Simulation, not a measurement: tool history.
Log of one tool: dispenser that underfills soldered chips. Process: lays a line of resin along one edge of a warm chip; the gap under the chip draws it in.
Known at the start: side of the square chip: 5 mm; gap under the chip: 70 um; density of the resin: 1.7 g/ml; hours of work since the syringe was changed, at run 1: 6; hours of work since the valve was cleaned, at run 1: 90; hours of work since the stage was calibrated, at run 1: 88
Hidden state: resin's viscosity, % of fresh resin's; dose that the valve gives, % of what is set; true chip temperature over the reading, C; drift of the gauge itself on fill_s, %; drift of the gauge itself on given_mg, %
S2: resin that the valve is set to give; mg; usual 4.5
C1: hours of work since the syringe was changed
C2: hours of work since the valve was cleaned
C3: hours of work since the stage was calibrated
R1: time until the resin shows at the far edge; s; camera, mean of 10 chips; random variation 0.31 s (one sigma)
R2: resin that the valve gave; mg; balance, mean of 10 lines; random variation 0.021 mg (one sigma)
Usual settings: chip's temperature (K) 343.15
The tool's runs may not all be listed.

run 1 hour=0 | chip's_temperature_(K)=343.15 S2=4.5 | C1=6 C2=90 C3=88 | R1=10.3 R2=4.25
-- hour=1.1 new syringe of resin
run 2 hour=5 | chip's_temperature_(K)=343.15 S2=4.5 | C1=3 C2=94 C3=92 | R1=7.9 R2=4.27
run 3 hour=7.6 | chip's_temperature_(K)=343.15 S2=4.5 | C1=5 C2=96 C3=93 | R1=9.1 R2=4.26
-- hour=10.2 new syringe of resin
run 4 hour=12.2 | chip's_temperature_(K)=343.15 S2=4.5 | C1=2 C2=99 C3=97 | R1=7.1 R2=4.29
run 5 hour=14.7 | chip's_temperature_(K)=335.15 S2=4.5 | C1=3 C2=101 C3=99 | R1=11.7 R2=4.25
run 6 hour=17.1 | chip's_temperature_(K)=335.15 S2=4.5 | C1=5 C2=103 C3=101 | R1=13.9 R2=4.23
-- hour=19.4 new syringe of resin
run 7 hour=20.1 | chip's_temperature_(K)=335.15 S2=4.5 | C1=1 C2=105 C3=103 | R1=10.1 R2=4.24
run 8 hour=24.1 | chip's_temperature_(K)=335.15 S2=4.5 | C1=4 C2=108 C3=106 | R1=12.2 R2=4.24
run 9 hour=26.4 | chip's_temperature_(K)=343.15 S2=4.5 | C1=5 C2=110 C3=108 | R1=9.2 R2=4.24
-- hour=28.7 new syringe of resin
run 10 hour=32.2 | chip's_temperature_(K)=343.15 S2=4.5 | C1=3 C2=114 C3=112 | R1=7.8 R2=4.25
run 11 hour=35.3 | chip's_temperature_(K)=343.15 S2=4.5 | C1=5 C2=117 C3=114 | R1=8.7 R2=4.16
-- hour=37.9 new syringe of resin
run 12 hour=40.9 | chip's_temperature_(K)=343.15 S2=4.5 | C1=2 C2=121 C3=119 | R1=7.4 R2=4.18
-- hour=46.5 dispensing valve cleaned and set on the balance
-- hour=47.8 new syringe of resin
run 13 hour=47.8 | chip's_temperature_(K)=337.15 S2=4.5 | C1=0 C2=1 C3=123 | R1=8.7 R2=4.53
run 14 hour=50.8 | chip's_temperature_(K)=337.15 S2=4.5 | C1=2 C2=3 C3=125 | R1=10.1 R2=4.49
run 15 hour=54.5 | chip's_temperature_(K)=337.15 S2=4.5 | C1=5 C2=6 C3=128 | R1=12.5 R2=4.53
-- hour=56.7 new syringe of resin
run 16 hour=59 | chip's_temperature_(K)=337.15 S2=4.5 | C1=2 C2=9 C3=131 | R1=10 R2=4.48
run 17 hour=63.1 | chip's_temperature_(K)=343.15 S2=4.48 | C1=5 C2=12 C3=134 | R1=8.6 R2=4.45
-- hour=65.7 new syringe of resin
run 18 hour=68 | chip's_temperature_(K)=343.15 S2=4.48 | C1=2 C2=16 C3=138 | R1=7 R2=4.44
run 19 hour=71 | chip's_temperature_(K)=343.15 S2=4.48 | C1=4 C2=18 C3=140 | R1=8.6 R2=4.45
-- hour=74.7 new syringe of resin
run 20 hour=75.7 | chip's_temperature_(K)=342.15 S2=4.72 | C1=1 C2=22 C3=144 | R1=6.7 R2=4.67
run 21 hour=79.7 | chip's_temperature_(K)=357.15 S2=5.15 | C1=4 C2=25 C3=147 | R1=5 R2=5.07
run 22 hour=83 | chip's_temperature_(K)=357.15 S2=5.15 | C1=6 C2=27 C3=150 | R1=5.3 R2=5.08
-- hour=83.8 new syringe of resin
run 23 hour=86.6 | chip's_temperature_(K)=328.15 S2=4.33 | C1=2 C2=30 C3=152 | R1=16.4 R2=4.3
run 24 hour=91.9 | chip's_temperature_(K)=341.15 S2=3.95 | C1=6 C2=34 C3=156 | R1=11 R2=3.88
-- hour=92.7 new syringe of resin
run 25 hour=96.8 | chip's_temperature_(K)=337.15 S2=4.5 | C1=3 C2=38 C3=160 | R1=10.8 R2=4.39
-- hour=101.7 new syringe of resin
run 26 hour=101.9 | chip's_temperature_(K)=331.15 S2=4.98 | C1=0 C2=42 C3=164 | R1=11.2 R2=4.91
run 27 hour=106.9 | chip's_temperature_(K)=354.15 S2=5.05 | C1=4 C2=45 C3=167 | R1=5.1 R2=4.91
-- hour=110.8 new syringe of resin
run 28 hour=112.7 | chip's_temperature_(K)=341.15 S2=5.14 | C1=2 C2=50 C3=172 | R1=8.2 R2=4.99
run 29 hour=116.6 | chip's_temperature_(K)=356.15 S2=5.26 | C1=5 C2=53 C3=175 | R1=4.7 R2=5.16
-- hour=119.9 new syringe of resin
run 30 hour=120.8 | chip's_temperature_(K)=356.15 S2=5.26 | C1=1 C2=56 C3=178 | R1=3.7 R2=5.12
run 31 hour=125.2 | chip's_temperature_(K)=332.15 S2=5.29 | C1=4 C2=59 C3=181 | R1=14.4 R2=5.15
run 32 hour=128.2 | chip's_temperature_(K)=329.15 S2=4.17 | C1=6 C2=62 C3=184 | R1=21.2 R2=4.04
-- hour=128.9 new syringe of resin
run 33 hour=131.6 | chip's_temperature_(K)=338.15 S2=5.76 | C1=2 C2=64 C3=186 | R1=10.2 R2=5.56

Some steps in R1 between neighbouring runs. How much of each would the tool show without its hidden state too (settings, what came in, random variation), and how much is left for the hidden state, with any gauge scatter that isn't in both results?
Run 6 -> 7: new syringe of resin. R1 -3.8 s: hidden state -4.2, all else +0.4.
Run 22 -> 23: chip's temperature (K) 357.15 -> 328.15, S2 5.15 -> 4.33, new syringe of resin. R1 +11.1 s: hidden state +0.9, all else +10.2.
Run 30 -> 31: chip's temperature (K) 356.15 -> 332.15, S2 5.26 -> 5.29. R1 +10.7 s: hidden state +4, all else +6.7.
Run 31 -> 32: chip's temperature (K) 332.15 -> 329.15, S2 5.29 -> 4.17. R1 +6.8 s: hidden state +4.3, all else +2.5.
Run 32 -> 33: chip's temperature (K) 329.15 -> 338.15, S2 4.17 -> 5.76, new syringe of resin. R1 -11 s: hidden state -6.8, all else -4.2.

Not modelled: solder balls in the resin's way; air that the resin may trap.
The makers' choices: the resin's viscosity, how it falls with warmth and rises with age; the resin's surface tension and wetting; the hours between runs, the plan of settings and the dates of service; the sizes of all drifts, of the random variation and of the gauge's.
